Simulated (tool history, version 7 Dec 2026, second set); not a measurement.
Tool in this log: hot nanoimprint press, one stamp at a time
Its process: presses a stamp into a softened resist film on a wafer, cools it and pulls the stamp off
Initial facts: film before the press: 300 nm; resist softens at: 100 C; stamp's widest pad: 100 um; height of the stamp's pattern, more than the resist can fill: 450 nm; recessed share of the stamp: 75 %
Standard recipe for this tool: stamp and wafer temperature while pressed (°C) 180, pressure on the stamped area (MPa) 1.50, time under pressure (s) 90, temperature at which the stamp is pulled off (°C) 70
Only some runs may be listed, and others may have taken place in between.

| run | hour | stamp and wafer temperature while pressed (°C) | pressure on the stamped area (MPa) | time under pressure (s) | temperature at which the stamp is pulled off (°C) | resist left under the stamp's widest pad (nm) | greatest force while the stamp is pulled off (N) |
|---|---|---|---|---|---|---|---|
| 1 | 0.0 | 180 | 1.50 | 90 | 70 | 156.7 | 150 |
| 2 | 66.8 | 180 | 1.50 | 90 | 70 | 156.8 | 152 |
| 3 | 118.3 | 180 | 1.50 | 90 | 70 | 156.8 | 148 |
|  | 145.8 | press's hydraulic seals changed and the load cell set to zero |
|  | 155.3 | plate thermocouple calibrated |
| 4 | 164.3 | 180 | 1.50 | 90 | 70 | 157.9 | 149 |
|  | 188.0 | stamp cleaned and given a new release coat |
| 5 | 206.5 | 180 | 1.50 | 90 | 70 | 157.2 | 148 |
| 6 | 275.3 | 180 | 1.50 | 143 | 70 | 132.2 | 146 |
| 7 | 321.8 | 180 | 1.50 | 143 | 70 | 131.9 | 148 |
| 8 | 364.3 | 180 | 1.50 | 90 | 70 | 158.7 | 148 |
| 9 | 396.6 | 180 | 1.50 | 90 | 70 | 158.2 | 150 |
| 10 | 440.1 | 180 | 1.50 | 90 | 70 | 157.4 | 152 |
| 11 | 509.2 | 187 | 1.50 | 90 | 70 | 133.4 | 146 |
| 12 | 545.8 | 187 | 1.50 | 90 | 70 | 134.2 | 150 |
| 13 | 604.1 | 187 | 1.58 | 90 | 70 | 130.8 | 148 |
| 14 | 641.9 | 172 | 1.50 | 90 | 70 | 189.4 | 149 |
| 15 | 714.8 | 172 | 1.50 | 90 | 70 | 187.3 | 148 |
| 16 | 753.3 | 172 | 1.50 | 90 | 70 | 188.4 | 150 |
|  | 774.8 | stamp cleaned and given a new release coat |
| 17 | 829.5 | 172 | 1.50 | 90 | 70 | 188.9 | 150 |
| 18 | 895.2 | 172 | 1.50 | 90 | 70 | 188.7 | 145 |
| 19 | 966.3 | 170 | 1.50 | 90 | 71 | 197.5 | 145 |
| 20 | 1021.5 | 180 | 2.15 | 90 | 64 | 136.8 | 159 |
| 21 | 1057.6 | 189 | 2.31 | 159 | 59 | 82.0 | 155 |
| 22 | 1117.1 | 189 | 2.31 | 119 | 63 | 93.8 | 150 |
|  | 1141.6 | plate thermocouple calibrated |
| 23 | 1168.4 | 185 | 2.31 | 119 | 77 | 104.0 | 141 |
| 24 | 1219.6 | 185 | 2.31 | 119 | 77 | 103.0 | 145 |
| 25 | 1261.7 | 191 | 2.02 | 135 | 77 | 89.7 | 141 |
| 26 | 1321.5 | 191 | 2.02 | 135 | 77 | 89.4 | 138 |
|  | 1366.2 | stamp cleaned and given a new release coat |
| 27 | 1366.2 | 180 | 1.50 | 75 | 60 | 167.0 | 156 |
| 28 | 1408.8 | 177 | 1.50 | 90 | 70 | 166.8 | 141 |
| 29 | 1455.1 | 173 | 1.81 | 49 | 61 | 207.7 | 157 |
| 30 | 1510.6 | 173 | 1.68 | 49 | 56 | 210.5 | 158 |

Forecast each of these 4 alternatives for the next run:
| A | 1587.1 | 173 | 2.24 | 113 | 56 | ? | ? |
| B | 1587.1 | 173 | 1.19 | 54 | 67 | ? | ? |
| C | 1587.1 | 173 | 2.29 | 89 | 56 | ? | ? |
| D | 1587.1 | 189 | 1.50 | 90 | 67 | ? | ? |

| run | resist left under the stamp's widest pad (nm) | greatest force while the stamp is pulled off (N) |
|---|---|---|
| A | 147.7 | 159 |
| B | 226.2 | 148 |
| C | 160.0 | 157 |
| D | 127.5 | 152 |
With no hidden state in the tool, these same runs would have given:
| run | resist left under the stamp's widest pad (nm) | greatest force while the stamp is pulled off (N) |
|---|---|---|
| A | 147.3 | 158 |
| B | 226.0 | 148 |
| C | 159.6 | 156 |
| D | 127.2 | 152 |
